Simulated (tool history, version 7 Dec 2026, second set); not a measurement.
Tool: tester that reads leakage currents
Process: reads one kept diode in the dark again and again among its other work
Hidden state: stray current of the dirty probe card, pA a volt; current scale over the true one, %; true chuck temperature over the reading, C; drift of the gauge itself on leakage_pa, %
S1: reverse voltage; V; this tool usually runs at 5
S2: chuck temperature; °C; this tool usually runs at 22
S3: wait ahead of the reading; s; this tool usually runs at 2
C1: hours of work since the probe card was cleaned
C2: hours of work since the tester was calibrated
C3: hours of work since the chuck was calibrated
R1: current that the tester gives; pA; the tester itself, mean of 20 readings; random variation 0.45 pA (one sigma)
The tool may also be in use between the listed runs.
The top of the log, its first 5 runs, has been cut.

| run | hour | S1 | S2 | S3 | C1 | C2 | C3 | R1 |
|---|---|---|---|---|---|---|---|---|
| 6 | 362.2 | 5 | 22 | 2 | 2664 | 2958 | 397 | 148.89 |
| 7 | 422.7 | 5 | 22 | 2 | 2702 | 2996 | 435 | 149.13 |
| 8 | 490 | 3.1 | 22 | 2 | 2744 | 3038 | 477 | 121.73 |
| 9 | 592.9 | 5 | 53 | 2 | 2809 | 3103 | 542 | 2076.37 |
| 10 | 666.3 | 5 | 53 | 2 | 2855 | 3149 | 588 | 2085.31 |
|  | 717.6 | tester calibrated |
| 11 | 773.8 | 5 | 22 | 2 | 2922 | 35 | 655 | 148.97 |
| 12 | 821.3 | 5 | 21 | 2 | 2951 | 65 | 684 | 135.82 |
| 13 | 885.6 | 4.67 | 22 | 2 | 2992 | 106 | 725 | 144.56 |
| 14 | 977.5 | 4.67 | 22 | 2 | 3050 | 163 | 783 | 145.02 |
| 15 | 1062.8 | 4.67 | 22 | 2 | 3103 | 217 | 836 | 144.57 |
| 16 | 1170 | 4.67 | 22 | 2 | 3171 | 285 | 904 | 145.18 |
| 17 | 1218.8 | 1.07 | 22 | 2 | 3201 | 315 | 934 | 77.93 |
| 18 | 1284.4 | 5 | 22 | 2 | 3243 | 356 | 976 | 149.25 |
| 19 | 1396.9 | 5 | 22 | 2 | 3313 | 427 | 1046 | 148.48 |
| 20 | 1500.9 | 5 | 22 | 2 | 3379 | 493 | 1112 | 149.06 |
|  | 1554.2 | chuck's temperature calibrated |
| 21 | 1610 | 5 | 22 | 2 | 3446 | 560 | 35 | 148.56 |
|  | 1682.2 | probe card cleaned and baked |
| 22 | 1693.1 | 5 | 56 | 0.92 | 7 | 610 | 86 | 2617.29 |
| 23 | 1796 | 5 | 22 | 0.43 | 72 | 675 | 150 | 151.57 |
| 24 | 1844.8 | 6.91 | 22 | 1.7 | 102 | 706 | 181 | 170.45 |
| 25 | 1936.7 | 6.91 | 22 | 1.7 | 160 | 764 | 239 | 171.13 |
| 26 | 2048.3 | 16.79 | 25 | 0.54 | 230 | 834 | 309 | 334.75 |
| 27 | 2117.4 | 16.79 | 28 | 2.49 | 274 | 877 | 352 | 429.25 |
| 28 | 2210.6 | 11.76 | 44 | 1.88 | 332 | 936 | 411 | 1454.78 |
| 29 | 2263.7 | 5 | 41 | 2 | 366 | 969 | 444 | 794.23 |
| 30 | 2362 | 13.8 | 28 | 2.47 | 427 | 1031 | 506 | 395.54 |

Run 31 comes next. What will it give?
| 31 | 2426.6 | 8.92 | 36 | 0.52 | 468 | 1072 | 547 | ? |

{"run 31": {"R1": 668.28}}
The same run, on a tool lacking any hidden state, would have yielded R1 668.65 pA.
